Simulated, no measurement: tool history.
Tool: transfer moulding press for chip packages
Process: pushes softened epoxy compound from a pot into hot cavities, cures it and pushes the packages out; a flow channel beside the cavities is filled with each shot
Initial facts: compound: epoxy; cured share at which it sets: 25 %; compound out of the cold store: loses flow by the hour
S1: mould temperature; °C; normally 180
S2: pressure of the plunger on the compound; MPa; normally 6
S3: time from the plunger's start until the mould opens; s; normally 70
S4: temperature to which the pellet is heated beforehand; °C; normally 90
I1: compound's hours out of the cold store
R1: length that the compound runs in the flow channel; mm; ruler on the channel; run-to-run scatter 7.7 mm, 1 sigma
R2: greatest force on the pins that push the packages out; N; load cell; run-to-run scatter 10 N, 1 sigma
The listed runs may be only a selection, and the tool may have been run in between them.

run 1 hour=0 | S1=180 S2=6 S3=70 S4=90 | I1=9.3 | R1=894 R2=476
run 2 hour=13.9 | S1=180 S2=6 S3=70 S4=90 | I1=44.9 | R1=670 R2=607
run 3 hour=24.6 | S1=180 S2=6.39 S3=70 S4=90 | I1=22.4 | R1=817 R2=737
-- hour=29.7 mould's thermocouples calibrated
run 4 hour=39.3 | S1=180 S2=6 S3=73 S4=90 | I1=43.4 | R1=669 R2=760
run 5 hour=49.9 | S1=180 S2=6.45 S3=73 S4=90 | I1=45.5 | R1=676 R2=827
-- hour=55.3 cavities cleaned with cleaning compound and waxed
run 6 hour=66 | S1=180 S2=6 S3=77 S4=90 | I1=37 | R1=709 R2=544
run 7 hour=78.5 | S1=180 S2=6.88 S3=70 S4=90 | I1=16.1 | R1=873 R2=747
run 8 hour=85.7 | S1=180 S2=6.88 S3=70 S4=90 | I1=40.8 | R1=736 R2=766
run 9 hour=94.7 | S1=180 S2=6.88 S3=70 S4=90 | I1=44 | R1=696 R2=853
-- hour=109.3 cavities cleaned with cleaning compound and waxed
run 10 hour=110.3 | S1=180 S2=6.88 S3=70 S4=90 | I1=15.9 | R1=880 R2=474
-- hour=115.6 plunger's sealing rings changed
run 11 hour=121.4 | S1=180 S2=6.88 S3=70 S4=90 | I1=35 | R1=830 R2=597
run 12 hour=127.4 | S1=180 S2=6.88 S3=70 S4=90 | I1=36 | R1=821 R2=631
run 13 hour=133.5 | S1=174 S2=6 S3=70 S4=90 | I1=47.5 | R1=720 R2=943
run 14 hour=147.9 | S1=180 S2=6 S3=70 S4=90 | I1=24.5 | R1=846 R2=821
run 15 hour=160.5 | S1=179 S2=5.14 S3=70 S4=86 | I1=10.4 | R1=877 R2=963
-- hour=165.6 cavities cleaned with cleaning compound and waxed
run 16 hour=173.8 | S1=186 S2=5.66 S3=70 S4=86 | I1=24.6 | R1=787 R2=514
run 17 hour=188 | S1=180 S2=6.86 S3=66 S4=90 | I1=26.5 | R1=884 R2=771
run 18 hour=200.5 | S1=180 S2=6.86 S3=66 S4=90 | I1=14.5 | R1=962 R2=902
run 19 hour=210.3 | S1=180 S2=6.86 S3=53 S4=81 | I1=11.8 | R1=978 R2=1663
run 20 hour=217.1 | S1=180 S2=7.12 S3=105 S4=90 | I1=42.5 | R1=779 R2=755
-- hour=219.2 cavities cleaned with cleaning compound and waxed
run 21 hour=227.4 | S1=180 S2=6 S3=62 S4=91 | I1=12.8 | R1=911 R2=718
run 22 hour=239.2 | S1=180 S2=6 S3=62 S4=91 | I1=32.1 | R1=766 R2=812
run 23 hour=249.3 | S1=180 S2=6 S3=62 S4=91 | I1=38 | R1=742 R2=928
run 24 hour=260.1 | S1=180 S2=6 S3=100 S4=86 | I1=19.1 | R1=862 R2=765
run 25 hour=268.4 | S1=181 S2=4.73 S3=70 S4=84 | I1=14.1 | R1=790 R2=853
-- hour=272.8 cavities cleaned with cleaning compound and waxed
run 26 hour=280.4 | S1=181 S2=4.67 S3=91 S4=88 | I1=39.4 | R1=628 R2=488
run 27 hour=291.8 | S1=181 S2=4.67 S3=75 S4=98 | I1=31.4 | R1=670 R2=622
run 28 hour=298.4 | S1=175 S2=5.87 S3=95 S4=99 | I1=39.4 | R1=729 R2=674

3 ways to go on from here, each from the tool as it stands after run 28. What would each give?
run A hour=307 | S1=176 S2=5.64 S3=95 S4=99 | I1=35.5 | R1=? R2=?
run B hour=307 | S1=180 S2=5.03 S3=70 S4=90 | I1=30.5 | R1=? R2=?
run C hour=307 | S1=187 S2=5.87 S3=64 S4=80 | I1=22.9 | R1=? R2=?

run=A R1=726 R2=717
run=B R1=700 R2=796
run=C R1=789 R2=738
What these runs would have given with no unlogged condition in the tool:
run=A R1=767 R2=400
run=B R1=740 R2=445
run=C R1=833 R2=413
